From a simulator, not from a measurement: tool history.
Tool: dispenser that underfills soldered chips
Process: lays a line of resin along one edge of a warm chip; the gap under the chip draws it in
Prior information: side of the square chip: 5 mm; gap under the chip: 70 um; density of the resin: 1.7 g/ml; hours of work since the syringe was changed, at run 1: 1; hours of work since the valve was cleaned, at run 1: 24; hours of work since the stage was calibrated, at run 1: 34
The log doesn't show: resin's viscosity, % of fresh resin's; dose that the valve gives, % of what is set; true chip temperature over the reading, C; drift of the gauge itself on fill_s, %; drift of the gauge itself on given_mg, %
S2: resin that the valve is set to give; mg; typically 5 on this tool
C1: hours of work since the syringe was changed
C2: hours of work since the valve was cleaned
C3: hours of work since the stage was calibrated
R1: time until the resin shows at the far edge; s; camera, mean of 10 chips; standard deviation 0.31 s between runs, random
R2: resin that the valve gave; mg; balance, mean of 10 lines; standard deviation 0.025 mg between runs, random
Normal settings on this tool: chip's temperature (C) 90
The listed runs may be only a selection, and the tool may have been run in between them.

Run 1, hour 0: usual settings; C1 1; C2 24; C3 34. Result: R1 8.9 s, R2 4.91 mg.
At hour 8.6: new syringe of resin.
Run 2, hour 10.2: usual settings; C1 1; C2 32; C3 41. Result: R1 8.3 s, R2 4.88 mg.
At hour 19.3: new syringe of resin.
Run 3, hour 20.5: usual settings; C1 1; C2 39; C3 48. Result: R1 8.2 s, R2 4.86 mg.
Run 4, hour 25.5: usual settings but chip's temperature (C) 75; C1 4; C2 42; C3 52. Result: R1 20 s, R2 4.81 mg.
At hour 29.6: new syringe of resin.
Run 5, hour 34.4: usual settings but chip's temperature (C) 75, S2 4.97 mg; C1 3; C2 49; C3 58. Result: R1 19.3 s, R2 4.75 mg.
At hour 39.9: new syringe of resin.
Run 6, hour 44.4: usual settings but chip's temperature (C) 75, S2 4.97 mg; C1 3; C2 56; C3 65. Result: R1 18 s, R2 4.7 mg.
At hour 48.4: dispensing valve cleaned and set on the balance.
At hour 51.5: new syringe of resin.
Run 7, hour 55.4: usual settings but chip's temperature (C) 75, S2 4.97 mg; C1 3; C2 5; C3 72. Result: R1 18.4 s, R2 4.96 mg.
At hour 62.2: new syringe of resin.
Run 8, hour 62.5: usual settings but chip's temperature (C) 75, S2 4.97 mg; C1 0; C2 10; C3 77. Result: R1 14.9 s, R2 4.93 mg.
Run 9, hour 68.4: usual settings but chip's temperature (C) 75, S2 4.97 mg; C1 5; C2 14; C3 81. Result: R1 20.5 s, R2 4.93 mg.
At hour 72.7: new syringe of resin.
Run 10, hour 73.1: usual settings; C1 0; C2 17; C3 85. Result: R1 7.6 s, R2 4.96 mg.
Run 11, hour 78.7: usual settings; C1 4; C2 21; C3 89. Result: R1 9.9 s, R2 4.86 mg.
At hour 83.4: new syringe of resin.
Run 12, hour 86.2: usual settings but S2 5.63 mg; C1 2; C2 26; C3 94. Result: R1 9.2 s, R2 5.49 mg.
Run 13, hour 91.8: usual settings but S2 5.63 mg; C1 6; C2 31; C3 98. Result: R1 11.3 s, R2 5.49 mg.
At hour 93.8: new syringe of resin.
Run 14, hour 96.8: usual settings but S2 5.63 mg; C1 2; C2 34; C3 101. Result: R1 8.8 s, R2 5.45 mg.
Run 15, hour 102.2: usual settings; C1 6; C2 38; C3 105. Result: R1 12.2 s, R2 4.84 mg.
At hour 104: new syringe of resin.
Run 16, hour 110.8: usual settings but chip's temperature (C) 84; C1 5; C2 44; C3 111. Result: R1 13.8 s, R2 4.8 mg.
At hour 114.8: new syringe of resin.
Run 17, hour 117.7: usual settings; C1 2; C2 49; C3 116. Result: R1 9.4 s, R2 4.84 mg.
Run 18, hour 123.9: usual settings but chip's temperature (C) 97, S2 5.85 mg; C1 7; C2 53; C3 121. Result: R1 9.3 s, R2 5.58 mg.
At hour 125.1: new syringe of resin.
At hour 131.1: dispensing valve cleaned and set on the balance.
Run 19, hour 135.3: usual settings but chip's temperature (C) 78, S2 5.45 mg; C1 7; C2 3; C3 128. Result: R1 20.8 s, R2 5.43 mg.
At hour 136.2: new syringe of resin.
Run 20, hour 143.6: usual settings but chip's temperature (C) 92, S2 4.47 mg; C1 5; C2 9; C3 134. Result: R1 10.3 s, R2 4.44 mg.
At hour 146.9: new syringe of resin.
Run 21, hour 149.8: usual settings but chip's temperature (C) 81, S2 5.4 mg; C1 2; C2 13; C3 138. Result: R1 13.3 s, R2 5.34 mg.
At hour 157.2: new syringe of resin.
Run 22, hour 159.9: usual settings but chip's temperature (C) 81, S2 5.4 mg; C1 2; C2 20; C3 145. Result: R1 13.2 s, R2 5.28 mg.
At hour 167.4: new syringe of resin.
Run 23, hour 168: usual settings but chip's temperature (C) 102, S2 5.11 mg; C1 0; C2 26; C3 151. Result: R1 4.8 s, R2 4.99 mg.
Run 24, hour 176.6: usual settings but chip's temperature (C) 102, S2 5.11 mg; C1 7; C2 32; C3 157. Result: R1 7.5 s, R2 4.94 mg.
At hour 177.6: new syringe of resin.
Run 25, hour 184.4: usual settings but chip's temperature (C) 81, S2 4.71 mg; C1 5; C2 37; C3 162. Result: R1 16 s, R2 4.53 mg.
At hour 188.5: new syringe of resin.
Run 26, hour 192.3: usual settings but chip's temperature (C) 81, S2 4.71 mg; C1 3; C2 43; C3 168. Result: R1 14.4 s, R2 4.51 mg.
Run 27, hour 197.4: usual settings but chip's temperature (C) 83, S2 5.64 mg; C1 6; C2 47; C3 171. Result: R1 16.2 s, R2 5.43 mg.
At hour 199: new syringe of resin.
Run 28, hour 203.2: usual settings but chip's temperature (C) 85, S2 4.93 mg; C1 3; C2 51; C3 175. Result: R1 12.6 s, R2 4.7 mg.
At hour 209.4: new syringe of resin.
Run 29, hour 210.5: usual settings but chip's temperature (C) 98, S2 5.14 mg; C1 1; C2 56; C3 180. Result: R1 6.1 s, R2 4.91 mg.
At hour 213.7: dispensing valve cleaned and set on the balance.
Run 30, hour 218.2: usual settings but S2 5.92 mg; C1 6; C2 3; C3 185. Result: R1 11.1 s, R2 5.93 mg.
At hour 221.1: new syringe of resin.
Run 31, hour 226: usual settings but S2 5.92 mg; C1 4; C2 9; C3 191. Result: R1 9.9 s, R2 5.88 mg.
At hour 232: new syringe of resin.
Run 32, hour 233.1: usual settings but chip's temperature (C) 77, S2 5.42 mg; C1 1; C2 14; C3 196. Result: R1 14.9 s, R2 5.34 mg.
Run 33, hour 237.5: usual settings but chip's temperature (C) 78, S2 6.33 mg; C1 4; C2 17; C3 199. Result: R1 16.8 s, R2 6.26 mg.

How the hidden state differs across the entries between the runs, from the last listed run before each to the first after it:
Runs 1 to 2: new syringe of resin (hour 8.6)
  resin's viscosity, % of fresh resin's: 109.9 -> 109.2; dose that the valve gives, % of what is set: 97.9 -> 97.27; true chip temperature over the reading, C: -0.55 -> -0.58
  measured less the result without the state, R1: +1 -> +0.9 s; R2: -0.1 -> -0.14 mg
Runs 2 to 3: new syringe of resin (hour 19.3)
  resin's viscosity, % of fresh resin's: 109.2 -> 107; dose that the valve gives, % of what is set: 97.27 -> 96.64; true chip temperature over the reading, C: -0.58 -> -0.62
  measured less the result without the state, R1: +0.9 -> +0.8 s; R2: -0.14 -> -0.17 mg
Runs 4 to 5: new syringe of resin (hour 29.6)
  resin's viscosity, % of fresh resin's: 136.8 -> 126.4; dose that the valve gives, % of what is set: 96.33 -> 95.82; true chip temperature over the reading, C: -0.64 -> -0.67
  measured less the result without the state, R1: +5.9 -> +4.5 s; R2: -0.18 -> -0.21 mg
Runs 5 to 6: new syringe of resin (hour 39.9)
  resin's viscosity, % of fresh resin's: 126.4 -> 123.4; dose that the valve gives, % of what is set: 95.82 -> 95.2; true chip temperature over the reading, C: -0.67 -> -0.71
  measured less the result without the state, R1: +4.5 -> +4 s; R2: -0.21 -> -0.24 mg
Runs 6 to 7: dispensing valve cleaned and set on the balance (hour 48.4); new syringe of resin (hour 51.5)
  resin's viscosity, % of fresh resin's: 123.4 -> 121.8; dose that the valve gives, % of what is set: 95.2 -> 99.84; true chip temperature over the reading, C: -0.71 -> -0.74
  measured less the result without the state, R1: +4 -> +3.8 s; R2: -0.24 -> -0.01 mg
Runs 7 to 8: new syringe of resin (hour 62.2)
  resin's viscosity, % of fresh resin's: 121.8 -> 101.7; dose that the valve gives, % of what is set: 99.84 -> 99.4; true chip temperature over the reading, C: -0.74 -> -0.77
  measured less the result without the state, R1: +3.8 -> +0.8 s; R2: -0.01 -> -0.03 mg
Runs 9 to 10: new syringe of resin (hour 72.7)
  resin's viscosity, % of fresh resin's: 136 -> 101.3; dose that the valve gives, % of what is set: 99.02 -> 98.76; true chip temperature over the reading, C: -0.79 -> -0.8
  measured less the result without the state, R1: +5.9 -> +0.4 s; R2: -0.05 -> -0.06 mg
Runs 11 to 12: new syringe of resin (hour 83.4)
  resin's viscosity, % of fresh resin's: 133.5 -> 114.9; dose that the valve gives, % of what is set: 98.38 -> 97.91; true chip temperature over the reading, C: -0.83 -> -0.85
  measured less the result without the state, R1: +2.9 -> +1.5 s; R2: -0.08 -> -0.11 mg
Runs 13 to 14: new syringe of resin (hour 93.8)
  resin's viscosity, % of fresh resin's: 151.1 -> 117.4; dose that the valve gives, % of what is set: 97.55 -> 97.25; true chip temperature over the reading, C: -0.87 -> -0.89
  measured less the result without the state, R1: +4.2 -> +1.7 s; R2: -0.14 -> -0.15 mg
Runs 15 to 16: new syringe of resin (hour 104)
  resin's viscosity, % of fresh resin's: 153.1 -> 136.7; dose that the valve gives, % of what is set: 96.92 -> 96.44; true chip temperature over the reading, C: -0.91 -> -0.94
  measured less the result without the state, R1: +4.5 -> +4.2 s; R2: -0.15 -> -0.18 mg
Runs 16 to 17: new syringe of resin (hour 114.8)
  resin's viscosity, % of fresh resin's: 136.7 -> 115.4; dose that the valve gives, % of what is set: 96.44 -> 96.06; true chip temperature over the reading, C: -0.94 -> -0.96
  measured less the result without the state, R1: +4.2 -> +1.5 s; R2: -0.18 -> -0.2 mg
Runs 18 to 19: new syringe of resin (hour 125.1); dispensing valve cleaned and set on the balance (hour 131.1)
  resin's viscosity, % of fresh resin's: 156.5 -> 155.6; dose that the valve gives, % of what is set: 95.65 -> 99.66; true chip temperature over the reading, C: -0.99 -> -1.02
  measured less the result without the state, R1: +3.6 -> +7.9 s; R2: -0.26 -> -0.02 mg
Runs 19 to 20: new syringe of resin (hour 136.2)
  resin's viscosity, % of fresh resin's: 155.6 -> 143; dose that the valve gives, % of what is set: 99.66 -> 99.16; true chip temperature over the reading, C: -1.02 -> -1.05
  measured less the result without the state, R1: +7.9 -> +3.5 s; R2: -0.02 -> -0.04 mg
Runs 20 to 21: new syringe of resin (hour 146.9)
  resin's viscosity, % of fresh resin's: 143 -> 114.1; dose that the valve gives, % of what is set: 99.16 -> 98.76; true chip temperature over the reading, C: -1.05 -> -1.07
  measured less the result without the state, R1: +3.5 -> +2.2 s; R2: -0.04 -> -0.07 mg
Runs 21 to 22: new syringe of resin (hour 157.2)
  resin's viscosity, % of fresh resin's: 114.1 -> 115; dose that the valve gives, % of what is set: 98.76 -> 98.16; true chip temperature over the reading, C: -1.07 -> -1.11
  measured less the result without the state, R1: +2.2 -> +2.3 s; R2: -0.07 -> -0.09 mg
Runs 22 to 23: new syringe of resin (hour 167.4)
  resin's viscosity, % of fresh resin's: 115 -> 103.1; dose that the valve gives, % of what is set: 98.16 -> 97.68; true chip temperature over the reading, C: -1.11 -> -1.14
  measured less the result without the state, R1: +2.3 -> +0.4 s; R2: -0.09 -> -0.12 mg
Runs 24 to 25: new syringe of resin (hour 177.6)
  resin's viscosity, % of fresh resin's: 157.4 -> 136.9; dose that the valve gives, % of what is set: 97.12 -> 96.71; true chip temperature over the reading, C: -1.17 -> -1.2
  measured less the result without the state, R1: +3 -> +4.9 s; R2: -0.15 -> -0.16 mg
Runs 25 to 26: new syringe of resin (hour 188.5)
  resin's viscosity, % of fresh resin's: 136.9 -> 120.4; dose that the valve gives, % of what is set: 96.71 -> 96.25; true chip temperature over the reading, C: -1.2 -> -1.22
  measured less the result without the state, R1: +4.9 -> +3 s; R2: -0.16 -> -0.18 mg
Runs 27 to 28: new syringe of resin (hour 199)
  resin's viscosity, % of fresh resin's: 154.4 -> 122.3; dose that the valve gives, % of what is set: 95.92 -> 95.59; true chip temperature over the reading, C: -1.24 -> -1.26
  measured less the result without the state, R1: +6.3 -> +2.8 s; R2: -0.23 -> -0.22 mg
Runs 28 to 29: new syringe of resin (hour 209.4)
  resin's viscosity, % of fresh resin's: 122.3 -> 104; dose that the valve gives, % of what is set: 95.59 -> 95.16; true chip temperature over the reading, C: -1.26 -> -1.29
  measured less the result without the state, R1: +2.8 -> +0.5 s; R2: -0.22 -> -0.25 mg
Runs 29 to 30: dispensing valve cleaned and set on the balance (hour 213.7)
  resin's viscosity, % of fresh resin's: 104 -> 144.3; dose that the valve gives, % of what is set: 95.16 -> 99.67; true chip temperature over the reading, C: -1.29 -> -1.31
  measured less the result without the state, R1: +0.5 -> +3.9 s; R2: -0.25 -> -0.02 mg
Runs 30 to 31: new syringe of resin (hour 221.1)
  resin's viscosity, % of fresh resin's: 144.3 -> 127.4; dose that the valve gives, % of what is set: 99.67 -> 99.19; true chip temperature over the reading, C: -1.31 -> -1.34
  measured less the result without the state, R1: +3.9 -> +2.6 s; R2: -0.02 -> -0.05 mg
Runs 31 to 32: new syringe of resin (hour 232)
  resin's viscosity, % of fresh resin's: 127.4 -> 105; dose that the valve gives, % of what is set: 99.19 -> 98.75; true chip temperature over the reading, C: -1.34 -> -1.36
  measured less the result without the state, R1: +2.6 -> +1.5 s; R2: -0.05 -> -0.07 mg
